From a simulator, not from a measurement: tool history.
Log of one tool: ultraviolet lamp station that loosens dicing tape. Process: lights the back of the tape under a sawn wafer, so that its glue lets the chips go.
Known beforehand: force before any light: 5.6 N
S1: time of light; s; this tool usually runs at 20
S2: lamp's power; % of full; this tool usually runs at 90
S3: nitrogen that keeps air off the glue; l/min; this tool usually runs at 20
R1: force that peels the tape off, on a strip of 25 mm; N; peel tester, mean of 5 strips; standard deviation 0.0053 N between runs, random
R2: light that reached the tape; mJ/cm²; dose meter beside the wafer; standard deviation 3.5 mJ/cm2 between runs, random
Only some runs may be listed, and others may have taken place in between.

Run 1, hour 0: usual settings. Result: R1 0.149 N, R2 447 mJ/cm².
Run 2, hour 35: usual settings. Result: R1 0.142 N, R2 443 mJ/cm².
Run 3, hour 65.7: usual settings. Result: R1 0.15 N, R2 438 mJ/cm².
Run 4, hour 85.3: usual settings. Result: R1 0.16 N, R2 441 mJ/cm².
Run 5, hour 116.5: usual settings but S2 64 % of full. Result: R1 0.393 N, R2 306 mJ/cm².
Run 6, hour 148.7: usual settings but S1 18 s. Result: R1 0.191 N, R2 387 mJ/cm².
Run 7, hour 173.9: usual settings but S1 18 s. Result: R1 0.209 N, R2 389 mJ/cm².
Run 8, hour 203.7: usual settings. Result: R1 0.162 N, R2 429 mJ/cm².
Run 9, hour 237: usual settings. Result: R1 0.164 N, R2 422 mJ/cm².
Run 10, hour 267.1: usual settings but S2 81 % of full. Result: R1 0.235 N, R2 377 mJ/cm².
Run 11, hour 299.2: usual settings. Result: R1 0.165 N, R2 414 mJ/cm².
Run 12, hour 342.1: usual settings but S1 13 s, S2 62 % of full, S3 6 l/min. Result: R1 2.104 N, R2 184 mJ/cm².
Run 13, hour 381.1: usual settings but S1 13 s, S2 62 % of full, S3 6 l/min. Result: R1 2.017 N, R2 182 mJ/cm².
Run 14, hour 403.2: usual settings but S1 37 s. Result: R1 0.072 N, R2 748 mJ/cm².
Run 15, hour 441: usual settings but S2 62 % of full, S3 13 l/min. Result: R1 0.72 N, R2 276 mJ/cm².
Run 16, hour 467.1: usual settings but S1 17 s, S2 98 % of full. Result: R1 0.236 N, R2 373 mJ/cm².
Run 17, hour 501.1: usual settings but S2 85 % of full, S3 6 l/min. Result: R1 0.755 N, R2 373 mJ/cm².
Run 18, hour 543.9: usual settings but S2 85 % of full, S3 6 l/min. Result: R1 0.767 N, R2 364 mJ/cm².

Run 19 comes next. What will it give?
Run 19, hour 564.7: usual settings but S2 85 % of full, S3 6 l/min. Result: R1 ?, R2 ?.

{"run 19": {"R1": 0.807, "R2": 368}}
Minus the tool's unlogged condition, the same run would have read R1 0.366 N, R2 532 mJ/cm².
